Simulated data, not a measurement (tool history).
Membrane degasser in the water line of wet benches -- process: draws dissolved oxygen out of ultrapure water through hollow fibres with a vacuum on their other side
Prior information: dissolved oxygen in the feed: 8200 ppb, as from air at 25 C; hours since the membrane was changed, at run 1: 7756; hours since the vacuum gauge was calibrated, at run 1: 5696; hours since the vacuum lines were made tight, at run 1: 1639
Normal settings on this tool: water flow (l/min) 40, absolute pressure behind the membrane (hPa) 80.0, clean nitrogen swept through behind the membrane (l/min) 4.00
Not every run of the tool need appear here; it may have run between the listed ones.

run	hour	water flow (l/min)	absolute pressure behind the membrane (hPa)	clean nitrogen swept through behind the membrane (l/min)	hours since the membrane was changed	hours since the vacuum gauge was calibrated	hours since the vacuum lines were made tight	dissolved oxygen in the water behind the degasser (ppb)	pressure that the water loses in the fibres (hPa)
1	0.0	40	80.0	4.00	7756	5696	1639	202.0	588.2
# hour 195.0: vacuum gauge calibrated
2	200.9	40	80.0	4.00	7956	6	1840	199.4	592.6
3	323.8	40	80.0	4.00	8079	129	1963	200.9	586.3
4	420.3	40	80.0	4.00	8176	225	2059	201.9	588.5
5	538.6	40	80.0	4.00	8294	344	2177	202.0	590.6
6	631.0	40	80.0	4.00	8387	436	2270	202.6	590.9
7	750.2	40	93.3	4.00	8506	555	2389	234.0	592.5
8	855.2	40	93.3	4.00	8611	660	2494	232.5	591.4
9	965.2	40	93.3	4.00	8721	770	2604	236.8	593.2
10	1166.7	40	93.3	4.00	8922	972	2805	231.3	591.5
11	1310.4	40	93.3	4.00	9066	1115	2949	234.7	591.4
12	1498.7	34	80.0	4.00	9254	1304	3137	145.7	505.2
13	1705.8	40	80.0	4.00	9461	1511	3345	203.9	591.5
14	1878.4	40	80.0	4.00	9634	1683	3517	204.4	592.4
15	2003.2	26	80.0	4.00	9759	1808	3642	88.8	385.9
16	2217.8	26	80.0	4.00	9973	2023	3856	90.6	387.3
17	2326.0	26	80.0	4.00	10082	2131	3965	90.2	386.5
18	2492.5	26	53.5	1.82	10248	2297	4131	88.1	385.6
19	2680.7	44	53.5	2.11	10436	2486	4319	226.9	661.6
20	2877.4	48	53.5	5.20	10633	2682	4516	226.5	719.4
21	2980.9	36	80.0	3.79	10737	2786	4620	169.5	537.2
22	3100.0	36	80.0	3.79	10856	2905	4739	174.2	538.3
23	3319.3	55	80.0	4.00	11075	3124	4958	409.4	822.0
24	3542.6	53	92.5	4.00	11298	3348	5181	422.0	795.1
25	3720.3	53	92.5	4.00	11476	3525	5359	417.6	788.6
26	3889.1	27	160.9	4.00	11645	3694	5528	222.3	405.3
27	4110.5	27	160.9	4.00	11866	3915	5749	222.8	405.2
28	4283.8	46	75.6	6.98	12039	4089	5923	228.8	690.0
29	4427.1	46	75.6	6.98	12183	4232	6066	223.0	690.9
30	4583.1	27	75.6	6.98	12339	4388	6222	60.9	405.5
31	4704.7	27	75.6	6.98	12460	4510	6343	60.1	405.4
32	4841.6	44	92.4	4.63	12597	4647	6480	272.3	662.2

Consider 4 possible next runs. They are alternatives, not a sequence: every one starts from the tool as it was left by run 32. What does each give?
A	4945.5	44	92.4	3.10	12701	4750	6584	?	?
B	4945.5	47	53.8	6.08	12701	4750	6584	?	?
C	4945.5	44	130.2	2.38	12701	4750	6584	?	?
D	4945.5	58	92.4	4.63	12701	4750	6584	?	?

run	dissolved oxygen in the water behind the degasser (ppb)	pressure that the water loses in the fibres (hPa)
A	329.0	659.3
B	211.5	706.9
C	524.0	658.2
D	479.4	871.5
What these runs would have given with no unlogged condition in the tool:
run	dissolved oxygen in the water behind the degasser (ppb)	pressure that the water loses in the fibres (hPa)
A	301.7	628.6
B	180.7	674.2
C	496.7	627.7
D	432.1	831.1
